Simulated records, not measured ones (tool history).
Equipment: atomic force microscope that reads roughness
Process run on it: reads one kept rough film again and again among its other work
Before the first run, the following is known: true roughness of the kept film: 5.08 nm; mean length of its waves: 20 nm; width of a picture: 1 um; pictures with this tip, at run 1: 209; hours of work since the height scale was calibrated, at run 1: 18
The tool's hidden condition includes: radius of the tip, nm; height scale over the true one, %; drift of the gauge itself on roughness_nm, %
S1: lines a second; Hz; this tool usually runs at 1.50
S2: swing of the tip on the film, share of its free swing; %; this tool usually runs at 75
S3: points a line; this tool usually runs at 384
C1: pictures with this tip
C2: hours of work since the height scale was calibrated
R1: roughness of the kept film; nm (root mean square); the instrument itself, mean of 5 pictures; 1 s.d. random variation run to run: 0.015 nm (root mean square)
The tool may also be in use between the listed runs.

run 1 hour=0.0 | S1=1.50 S2=75 S3=384 | C1=209 C2=18 | R1=2.667
-- hour=1.3 new tip fitted
run 2 hour=8.8 | S1=1.50 S2=75 S3=384 | C1=11 C2=22 | R1=3.554
run 3 hour=21.9 | S1=1.70 S2=75 S3=384 | C1=31 C2=30 | R1=3.367
run 4 hour=28.7 | S1=1.70 S2=75 S3=384 | C1=41 C2=33 | R1=3.345
run 5 hour=39.1 | S1=2.07 S2=75 S3=384 | C1=56 C2=39 | R1=3.178
run 6 hour=46.8 | S1=0.60 S2=75 S3=384 | C1=68 C2=44 | R1=3.426
run 7 hour=63.2 | S1=2.71 S2=75 S3=384 | C1=92 C2=53 | R1=2.894
run 8 hour=72.6 | S1=2.71 S2=75 S3=384 | C1=106 C2=58 | R1=2.825
run 9 hour=88.7 | S1=1.50 S2=75 S3=384 | C1=130 C2=67 | R1=2.941
run 10 hour=96.0 | S1=1.50 S2=75 S3=384 | C1=141 C2=71 | R1=2.906
run 11 hour=110.6 | S1=1.96 S2=75 S3=384 | C1=163 C2=79 | R1=2.728
run 12 hour=119.6 | S1=1.96 S2=75 S3=384 | C1=176 C2=84 | R1=2.686
run 13 hour=129.6 | S1=1.50 S2=75 S3=384 | C1=191 C2=89 | R1=2.707
run 14 hour=138.9 | S1=1.50 S2=75 S3=374 | C1=205 C2=95 | R1=2.667
-- hour=143.0 new tip fitted
run 15 hour=155.4 | S1=1.50 S2=75 S3=374 | C1=18 C2=104 | R1=3.497
run 16 hour=164.4 | S1=1.50 S2=75 S3=374 | C1=31 C2=108 | R1=3.446
run 17 hour=173.3 | S1=1.50 S2=75 S3=384 | C1=45 C2=113 | R1=3.372
run 18 hour=188.4 | S1=3.69 S2=75 S3=384 | C1=67 C2=122 | R1=2.857
run 19 hour=200.4 | S1=3.69 S2=75 S3=384 | C1=85 C2=128 | R1=2.784
run 20 hour=216.1 | S1=3.69 S2=75 S3=384 | C1=108 C2=137 | R1=2.681
run 21 hour=230.7 | S1=1.50 S2=75 S3=384 | C1=130 C2=145 | R1=2.962
run 22 hour=243.8 | S1=0.54 S2=59 S3=886 | C1=150 C2=153 | R1=3.172
run 23 hour=254.8 | S1=2.79 S2=82 S3=546 | C1=166 C2=159 | R1=2.466
run 24 hour=267.2 | S1=0.63 S2=80 S3=503 | C1=184 C2=166 | R1=2.875
run 25 hour=281.8 | S1=2.10 S2=57 S3=706 | C1=206 C2=174 | R1=2.834
-- hour=285.2 new tip fitted
run 26 hour=289.7 | S1=2.10 S2=57 S3=814 | C1=6 C2=178 | R1=3.806
run 27 hour=305.7 | S1=2.10 S2=57 S3=814 | C1=30 C2=187 | R1=3.696
run 28 hour=317.6 | S1=2.10 S2=57 S3=814 | C1=48 C2=193 | R1=3.575
run 29 hour=327.4 | S1=1.50 S2=89 S3=867 | C1=62 C2=199 | R1=3.044
run 30 hour=342.9 | S1=1.50 S2=65 S3=674 | C1=85 C2=207 | R1=3.366
run 31 hour=359.0 | S1=1.58 S2=75 S3=674 | C1=109 C2=216 | R1=3.073
run 32 hour=370.5 | S1=3.82 S2=66 S3=674 | C1=126 C2=223 | R1=2.865
run 33 hour=384.8 | S1=3.82 S2=61 S3=674 | C1=148 C2=230 | R1=2.879
run 34 hour=398.1 | S1=3.82 S2=61 S3=674 | C1=168 C2=238 | R1=2.782
run 35 hour=412.5 | S1=3.87 S2=75 S3=663 | C1=189 C2=246 | R1=2.397
run 36 hour=426.1 | S1=3.87 S2=64 S3=663 | C1=209 C2=253 | R1=2.587
-- hour=427.5 new tip fitted
run 37 hour=435.0 | S1=3.87 S2=64 S3=663 | C1=11 C2=258 | R1=3.449
run 38 hour=450.5 | S1=1.29 S2=57 S3=317 | C1=34 C2=267 | R1=3.619
run 39 hour=465.3 | S1=1.29 S2=57 S3=317 | C1=56 C2=275 | R1=3.492
run 40 hour=477.6 | S1=1.29 S2=57 S3=317 | C1=74 C2=282 | R1=3.399
run 41 hour=488.4 | S1=2.27 S2=73 S3=508 | C1=90 C2=288 | R1=3.040
run 42 hour=502.0 | S1=0.75 S2=57 S3=1022 | C1=111 C2=295 | R1=3.342

Predict each of these 3 candidate next runs independently; none follows another, all start after run 42:
run A hour=513.0 | S1=1.50 S2=82 S3=386 | C1=127 C2=301 | R1=?
run B hour=513.0 | S1=2.74 S2=57 S3=1022 | C1=127 C2=301 | R1=?
run C hour=513.0 | S1=0.78 S2=57 S3=328 | C1=127 C2=301 | R1=?

run=A R1=2.856
run=B R1=3.125
run=C R1=3.204
The same runs, with their run-to-run variation unchanged, on a tool lacking any hidden condition would have given:
run=A R1=3.489
run=B R1=3.818
run=C R1=3.914

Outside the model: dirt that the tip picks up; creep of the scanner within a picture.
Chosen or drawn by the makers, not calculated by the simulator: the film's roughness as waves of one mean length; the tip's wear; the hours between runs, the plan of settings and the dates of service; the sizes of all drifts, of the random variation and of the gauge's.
